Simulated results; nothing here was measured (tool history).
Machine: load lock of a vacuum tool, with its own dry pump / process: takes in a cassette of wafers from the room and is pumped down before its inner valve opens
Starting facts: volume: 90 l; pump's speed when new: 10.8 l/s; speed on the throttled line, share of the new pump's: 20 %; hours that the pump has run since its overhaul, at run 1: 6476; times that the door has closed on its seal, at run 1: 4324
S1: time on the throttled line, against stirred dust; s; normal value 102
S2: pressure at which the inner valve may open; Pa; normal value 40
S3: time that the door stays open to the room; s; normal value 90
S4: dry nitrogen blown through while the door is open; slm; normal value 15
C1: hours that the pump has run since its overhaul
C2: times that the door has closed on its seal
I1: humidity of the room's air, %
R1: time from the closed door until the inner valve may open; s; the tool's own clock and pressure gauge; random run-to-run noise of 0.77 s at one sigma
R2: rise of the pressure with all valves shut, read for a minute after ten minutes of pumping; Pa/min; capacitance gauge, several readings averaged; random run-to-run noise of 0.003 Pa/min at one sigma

run 1 day=0 | S1=102 S2=40 S3=90 S4=15 | C1=6476 C2=4324 | I1=46 | R1=150.8 R2=0.065
run 2 day=7.908 | S1=85 S2=40 S3=90 S4=15 | C1=6666 C2=4545 | I1=44.5 | R1=137.1 R2=0.066
run 3 day=18.738 | S1=102 S2=40 S3=90 S4=15 | C1=6926 C2=4846 | I1=44.3 | R1=151.7 R2=0.062
run 4 day=25.325 | S1=102 S2=40 S3=90 S4=15 | C1=7084 C2=5030 | I1=45.5 | R1=152.1 R2=0.065
run 5 day=37.825 | S1=102 S2=40 S3=90 S4=15 | C1=7384 C2=5378 | I1=44.7 | R1=149.9 R2=0.065
run 6 day=53.554 | S1=102 S2=40 S3=90 S4=15 | C1=7762 C2=5817 | I1=48.3 | R1=152 R2=0.076
run 7 day=61.95 | S1=102 S2=40 S3=90 S4=15 | C1=7963 C2=6051 | I1=45.2 | R1=151.5 R2=0.073
run 8 day=70.5 | S1=102 S2=40 S3=90 S4=15 | C1=8168 C2=6289 | I1=43.1 | R1=153.3 R2=0.072
run 9 day=82.471 | S1=102 S2=40 S3=90 S4=15 | C1=8456 C2=6622 | I1=44.3 | R1=151.3 R2=0.075
run 10 day=93.121 | S1=102 S2=40 S3=90 S4=15 | C1=8711 C2=6919 | I1=45 | R1=151.5 R2=0.08
run 11 day=101.85 | S1=102 S2=40 S3=90 S4=15 | C1=8921 C2=7162 | I1=43.4 | R1=151.6 R2=0.084
run 12 day=110.204 | S1=102 S2=40 S3=90 S4=15 | C1=9121 C2=7395 | I1=48.6 | R1=152.7 R2=0.082
run 13 day=120.862 | S1=102 S2=47 S3=90 S4=15 | C1=9377 C2=7692 | I1=44.9 | R1=151.6 R2=0.086
run 14 day=129.362 | S1=102 S2=59 S3=90 S4=15 | C1=9581 C2=7929 | I1=44.4 | R1=149.4 R2=0.089
run 15 day=137.479 | S1=102 S2=59 S3=90 S4=15 | C1=9776 C2=8155 | I1=42.6 | R1=149.8 R2=0.087
run 16 day=145.338 | S1=102 S2=40 S3=90 S4=15 | C1=9965 C2=8374 | I1=45.3 | R1=154.4 R2=0.091
run 17 day=158.625 | S1=102 S2=40 S3=51 S4=15 | C1=10283 C2=8744 | I1=47.4 | R1=152.6 R2=0.086
run 18 day=174.575 | S1=102 S2=40 S3=51 S4=15 | C1=10666 C2=9189 | I1=43.5 | R1=154 R2=0.086
run 19 day=184.029 | S1=102 S2=40 S3=51 S4=15 | C1=10893 C2=9452 | I1=44.7 | R1=153.3 R2=0.089
run 20 day=192.475 | S1=171 S2=40 S3=139 S4=15 | C1=11096 C2=9688 | I1=43.7 | R1=207.7 R2=0.115
run 21 day=203.846 | S1=102 S2=40 S3=124 S4=35 | C1=11369 C2=10004 | I1=46.7 | R1=154.8 R2=0.106
run 22 day=214.375 | S1=102 S2=40 S3=124 S4=35 | C1=11621 C2=10298 | I1=45.4 | R1=156.4 R2=0.107
run 23 day=224.496 | S1=85 S2=49 S3=66 S4=10 | C1=11864 C2=10580 | I1=40.4 | R1=140.5 R2=0.109
run 24 day=237.004 | S1=160 S2=44 S3=90 S4=39 | C1=12164 C2=10928 | I1=44.6 | R1=198.1 R2=0.107
run 25 day=244.05 | S1=117 S2=74 S3=90 S4=39 | C1=12334 C2=11125 | I1=44 | R1=160.7 R2=0.108
run 26 day=254.408 | S1=91 S2=36 S3=233 S4=35 | C1=12582 C2=11413 | I1=47.1 | R1=148 R2=0.133
run 27 day=264.604 | S1=102 S2=40 S3=225 S4=20 | C1=12827 C2=11698 | I1=45.2 | R1=155.2 R2=0.14
run 28 day=280.075 | S1=102 S2=40 S3=225 S4=20 | C1=13198 C2=12129 | I1=49.8 | R1=157 R2=0.161
run 29 day=291.838 | S1=102 S2=40 S3=225 S4=20 | C1=13480 C2=12456 | I1=45.8 | R1=155.3 R2=0.156
run 30 day=306.933 | S1=102 S2=40 S3=225 S4=20 | C1=13843 C2=12877 | I1=44 | R1=156.6 R2=0.162
run 31 day=321.05 | S1=151 S2=40 S3=33 S4=15 | C1=14182 C2=13270 | I1=43.3 | R1=193.6 R2=0.129
run 32 day=329.371 | S1=140 S2=43 S3=118 S4=7 | C1=14381 C2=13502 | I1=46.6 | R1=183.7 R2=0.17
run 33 day=338.5 | S1=72 S2=34 S3=90 S4=23 | C1=14600 C2=13757 | I1=47.6 | R1=135.9 R2=0.145
run 34 day=345.262 | S1=125 S2=79 S3=84 S4=10 | C1=14763 C2=13945 | I1=45.3 | R1=167 R2=0.156
run 35 day=357.208 | S1=154 S2=41 S3=67 S4=10 | C1=15049 C2=14278 | I1=45.8 | R1=195.7 R2=0.155
run 36 day=371.7 | S1=154 S2=41 S3=47 S4=10 | C1=15397 C2=14682 | I1=47.5 | R1=195.9 R2=0.149

Here are 4 independent what-if runs from the current tool condition. What would each one return?
run A day=385.329 | S1=102 S2=49 S3=88 S4=21 | C1=15724 C2=15061 | I1=45.6 | R1=? R2=?
run B day=385.329 | S1=112 S2=40 S3=90 S4=15 | C1=15724 C2=15061 | I1=45.2 | R1=? R2=?
run C day=385.329 | S1=154 S2=41 S3=146 S4=10 | C1=15724 C2=15061 | I1=45.5 | R1=? R2=?
run D day=385.329 | S1=102 S2=55 S3=90 S4=15 | C1=15724 C2=15061 | I1=43.9 | R1=? R2=?

run=A R1=155.9 R2=0.155
run=B R1=166 R2=0.173
run=C R1=199.3 R2=0.18
run=D R1=155.2 R2=0.16
With the hidden condition removed and each run's random variation left untouched, the same runs would have given:
run=A R1=145.3 R2=0.022
run=B R1=155.4 R2=0.038
run=C R1=190.7 R2=0.045
run=D R1=144.7 R2=0.024

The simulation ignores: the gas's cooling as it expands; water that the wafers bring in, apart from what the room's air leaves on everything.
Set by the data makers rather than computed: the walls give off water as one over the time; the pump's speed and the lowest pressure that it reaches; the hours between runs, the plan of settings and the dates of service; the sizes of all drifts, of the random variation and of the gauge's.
